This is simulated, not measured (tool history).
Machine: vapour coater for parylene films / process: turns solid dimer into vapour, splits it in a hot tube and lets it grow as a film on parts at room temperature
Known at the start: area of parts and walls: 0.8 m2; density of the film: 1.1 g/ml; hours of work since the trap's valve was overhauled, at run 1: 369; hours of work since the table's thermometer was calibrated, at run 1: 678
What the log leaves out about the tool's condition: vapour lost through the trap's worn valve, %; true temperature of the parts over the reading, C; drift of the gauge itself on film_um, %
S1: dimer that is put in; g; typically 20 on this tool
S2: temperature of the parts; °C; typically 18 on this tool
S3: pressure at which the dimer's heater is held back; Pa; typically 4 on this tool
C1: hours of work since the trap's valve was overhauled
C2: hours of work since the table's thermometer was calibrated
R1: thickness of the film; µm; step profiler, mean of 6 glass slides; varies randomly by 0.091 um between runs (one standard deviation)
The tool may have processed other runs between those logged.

run,hour,S1,S2,S3,C1,C2,R1
1,0,20,18,4,369,678,10.65
2,18.4,20,18,5.15,384,693,10.15
3,40.1,20,18,4,401,710,10.43
4,55.2,20,18,4,413,722,10.33
5,82.5,20,18,4,435,744,10.53
6,100.4,20,18,4,449,758,10.31
7,131.9,20,18,4,474,784,10.22
8,164.1,20,18,4,500,809,10.17
9,195.4,20,13,4,525,834,12.1
10,220.7,20,13,4,545,855,11.98
11,253.3,20,13,4,571,881,12.08
12,277.5,20,13,4,591,900,11.92
13,291.8,20,18,4,602,911,10.01
14,310.1,20,18,4,617,926,9.87
# hour 326.6: trap's valve overhauled
15,342,20,18,4,12,948,11.2
16,356.7,20,13,4,24,960,13.4
17,379.8,20,26,4,43,979,8.5
18,394.6,20,18,3.4,54,990,11.35
19,420.3,20,18,3.4,75,1011,11.65
20,444.6,20,18,4,94,1030,11.16
21,460.6,20,18,4,107,1043,11.06
22,488.7,9,18,4,130,1066,5
23,504.6,9,18,4,142,1078,4.96
24,533.7,34,11,2.45,166,1102,25.44
25,563.6,34,11,2.45,190,1126,25.45
26,592.7,25,27,7.72,213,1149,9.01
27,613.9,8,27,5.85,230,1166,3.02

Estimate the outcome of run 28 from the log above:
28,629.9,8,27,5.85,243,1179,?

{"run 28": {"R1": 2.98}}
Were there no unlogged condition in the tool, this run, its random variation unchanged, would have produced R1 3.07 µm.
